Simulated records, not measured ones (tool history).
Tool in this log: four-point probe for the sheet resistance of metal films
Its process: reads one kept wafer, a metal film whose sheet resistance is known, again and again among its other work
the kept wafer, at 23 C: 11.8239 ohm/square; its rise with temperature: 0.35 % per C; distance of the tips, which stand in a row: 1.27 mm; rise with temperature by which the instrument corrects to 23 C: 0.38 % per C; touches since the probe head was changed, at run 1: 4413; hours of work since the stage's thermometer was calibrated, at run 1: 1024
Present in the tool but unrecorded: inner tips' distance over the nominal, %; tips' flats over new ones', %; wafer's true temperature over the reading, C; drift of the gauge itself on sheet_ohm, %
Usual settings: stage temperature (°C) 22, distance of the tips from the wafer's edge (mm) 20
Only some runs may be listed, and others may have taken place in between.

run	day	stage temperature (°C)	distance of the tips from the wafer's edge (mm)	touches since the probe head was changed	hours of work since the stage's thermometer was calibrated	sheet resistance as the instrument gives it (ohm/square)
1	0	22	20	4413	1024	11.853985
2	4.058	22	20	5850	1064	11.85296
3	6.7	32	20	6785	1090	11.818087
4	11.938	22	20	8639	1142	11.851888
5	14.729	22	20	9626	1169	11.852913
6	18.925	22	20	11111	1211	11.851903
7	23.833	22	20	12850	1259	11.847907
8	26.675	22	20	13855	1287	11.853856
9	30.346	20	15	15154	1324	11.882052
10	33.008	19	15	16097	1350	11.884814

Expected results for the next run?
11	35.758	28	6	17071	1377	?

Logged for run 11: sheet resistance as the instrument gives it (ohm/square) 12.090534.
With no hidden state in the tool, this same run would have given sheet resistance as the instrument gives it (ohm/square) 12.089663.

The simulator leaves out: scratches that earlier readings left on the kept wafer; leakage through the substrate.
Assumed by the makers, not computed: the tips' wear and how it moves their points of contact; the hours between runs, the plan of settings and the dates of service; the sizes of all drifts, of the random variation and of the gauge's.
